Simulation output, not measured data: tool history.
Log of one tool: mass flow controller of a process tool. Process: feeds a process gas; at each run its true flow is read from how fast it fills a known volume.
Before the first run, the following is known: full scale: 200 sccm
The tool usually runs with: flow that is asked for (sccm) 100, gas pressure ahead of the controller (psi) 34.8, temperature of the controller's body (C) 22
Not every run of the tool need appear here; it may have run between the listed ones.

run,day,flow that is asked for (sccm),gas pressure ahead of the controller (psi),temperature of the controller's body (C),true flow (%)
1,0,100,34.8,22,101.23
2,7.058,100,34.8,22,101.29
3,15.621,100,34.8,22,101.21
4,21.175,100,34.8,22,101.38
5,29.454,100,34.8,22,101.53
6,33.7,100,34.8,22,101.36
7,40.183,100,34.8,22,101.7
8,45.379,100,34.8,30,101.93
9,50.738,100,34.8,30,101.97
10,56.892,20,34.8,22,110.47
11,64.488,20,34.8,22,110.79
12,72.408,100,38,22,102.1
13,79.492,100,33.8,22,101.92
14,83.217,100,33.8,22,102.03
15,86.879,100,33.8,22,102.07
16,90.471,100,33.8,28,102.17
17,96.258,100,34.8,22,102.14
# day 101.65: controller's zero set anew
18,102.4,100,34.8,22,103.63
19,108.808,100,34.8,22,103.84
20,112.667,57,34.8,22,106.64
21,121.275,57,34.8,38,107.04
22,129.158,39,34.8,22,110.17
23,137.925,39,34.8,22,110.39
24,145.138,100,34.8,22,104.23
25,150.288,100,34.8,22,104.21
# day 154.388: controller's zero set anew, once more
26,158.712,100,22.8,22,99.42
27,162.254,100,22.8,22,99.55
28,170.004,191,21.8,21,100.62
29,173.696,191,21.8,21,100.68
30,178.683,37,26.3,30,99.59
31,187.308,136,20.7,30,100.21
32,191.95,116,33.4,32,100.4
33,196.196,100,34.8,24,100.11
34,202.329,100,34.8,24,100.11
35,209.633,56,32.6,21,99.86
36,216.633,60,29,34,100.32
37,220.979,60,29,34,100.35
38,228.879,24,29,34,101.89
39,235.792,24,29,34,102.09
40,242.325,24,29,34,102.27
41,246.729,100,21.9,34,100.56
42,252.983,77,28.1,37,100.87
43,256.867,100,32.8,24,100.62
44,263.112,38,33.8,30,101.8
45,267.983,38,33.8,30,101.81
46,271.825,38,33.8,30,101.98
47,275.571,38,33.8,30,102.02
48,279.612,38,33.8,30,102.16

Below are 3 alternative next runs, each starting from the tool's condition after run 48. Predict each:
A,286.375,47,22.8,22,?
B,286.375,46,26.4,39,?
C,286.375,179,27.3,30,?

run,true flow (%)
A,101.48
B,101.94
C,101.6
Without the tool's hidden state the same runs would have given:
run,true flow (%)
A,97.77
B,98.18
C,99.8

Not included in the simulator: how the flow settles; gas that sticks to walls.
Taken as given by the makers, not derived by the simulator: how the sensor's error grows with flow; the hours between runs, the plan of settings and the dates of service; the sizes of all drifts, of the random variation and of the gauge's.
